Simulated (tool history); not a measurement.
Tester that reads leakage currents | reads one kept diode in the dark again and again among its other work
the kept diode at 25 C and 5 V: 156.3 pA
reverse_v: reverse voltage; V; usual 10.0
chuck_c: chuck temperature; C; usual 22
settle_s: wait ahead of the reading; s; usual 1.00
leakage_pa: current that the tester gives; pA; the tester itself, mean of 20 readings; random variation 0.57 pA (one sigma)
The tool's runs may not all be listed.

| run | hour | reverse_v | chuck_c | settle_s | leakage_pa |
|---|---|---|---|---|---|
| 1 | 0.0 | 10.0 | 22 | 1.00 | 194.51 |
| 2 | 40.9 | 2.8 | 22 | 1.00 | 90.25 |
| 3 | 80.1 | 10.0 | 22 | 1.00 | 193.57 |
| 4 | 111.0 | 10.0 | 22 | 1.00 | 195.01 |
| 5 | 148.7 | 10.0 | 22 | 1.00 | 195.65 |
| 6 | 174.6 | 10.0 | 22 | 1.00 | 195.22 |
| 7 | 206.0 | 10.0 | 22 | 1.81 | 196.11 |
| 8 | 226.4 | 10.0 | 41 | 1.81 | 797.45 |
| 9 | 244.1 | 1.4 | 22 | 1.00 | 60.03 |
| 10 | 266.7 | 1.4 | 22 | 1.00 | 60.31 |
| 11 | 307.1 | 10.0 | 22 | 0.79 | 197.45 |

Run 12 comes next. What will it give?
| 12 | 330.2 | 10.0 | 22 | 0.79 | ? |

{"run 12": {"leakage_pa": 197.52}}
Without the tool's hidden state the same run would have given leakage_pa 189.05 pA.
